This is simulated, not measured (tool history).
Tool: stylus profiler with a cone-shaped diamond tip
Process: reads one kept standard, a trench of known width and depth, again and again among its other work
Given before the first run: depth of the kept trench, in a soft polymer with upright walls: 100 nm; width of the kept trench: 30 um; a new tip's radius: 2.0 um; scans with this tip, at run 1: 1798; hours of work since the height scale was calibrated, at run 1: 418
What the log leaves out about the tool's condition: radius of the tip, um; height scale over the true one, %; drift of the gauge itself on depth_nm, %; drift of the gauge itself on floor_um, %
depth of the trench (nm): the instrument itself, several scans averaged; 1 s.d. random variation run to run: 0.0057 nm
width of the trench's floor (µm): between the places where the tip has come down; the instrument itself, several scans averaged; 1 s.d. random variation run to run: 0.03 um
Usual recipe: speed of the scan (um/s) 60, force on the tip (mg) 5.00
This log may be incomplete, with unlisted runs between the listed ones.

run,day,speed of the scan (um/s),force on the tip (mg),scans with this tip,hours of work since the height scale was calibrated,depth of the trench (nm),width of the trench's floor (µm)
1,0.000,60,5.00,1798,418,102.593,28.27
2,2.017,60,5.00,1891,440,102.591,28.30
3,2.888,15,5.00,1931,449,102.596,28.49
4,3.767,15,5.00,1972,458,102.594,28.44
5,5.650,15,5.00,2059,479,102.586,28.45
6,7.467,15,5.00,2143,498,102.585,28.45
# day 7.638: height scale calibrated on a step standard
7,9.358,15,5.00,2229,18,102.560,28.48
8,10.379,60,5.00,2277,29,102.569,28.25
9,12.242,213,5.00,2363,49,102.561,27.69
10,13.646,60,7.50,2428,65,103.377,28.32
11,15.462,60,7.50,2512,84,103.373,28.27
# day 16.554: height scale calibrated on a step standard, once more
12,16.554,28,3.28,2561,0,102.046,28.28
13,18.258,28,3.28,2640,18,102.036,28.31
14,19.479,218,1.81,2696,31,101.384,27.13
15,20.754,218,5.84,2755,45,102.983,27.73
16,22.000,18,11.73,2813,59,104.742,28.37
17,23.471,153,3.28,2881,74,102.038,27.78
18,25.496,187,5.10,2974,96,102.734,27.78
19,26.708,34,14.20,3030,109,105.384,28.35
20,28.300,187,14.33,3104,126,105.424,27.98

Selected run-to-run steps in depth of the trench (nm), each split into two signed amounts: the part the tool would show with no hidden state at all (from settings, incoming material and random variation), and the remainder, which goes to the hidden state together with any gauge scatter not common to the measured and the hidden-state-free results:
Run 6 -> 7: height scale calibrated on a step standard. depth of the trench (nm) -0.025: hidden state -0.023, all else -0.002.
Run 11 -> 12: speed of the scan (um/s) 60 -> 28, force on the tip (mg) 7.50 -> 3.28, height scale calibrated on a step standard, once more. depth of the trench (nm) -1.327: hidden state +0.150, all else -1.477.
Run 16 -> 17: speed of the scan (um/s) 18 -> 153, force on the tip (mg) 11.73 -> 3.28. depth of the trench (nm) -2.704: hidden state -0.003, all else -2.701.
Run 18 -> 19: speed of the scan (um/s) 187 -> 34, force on the tip (mg) 5.10 -> 14.20. depth of the trench (nm) +2.650: hidden state -0.001, all else +2.651.
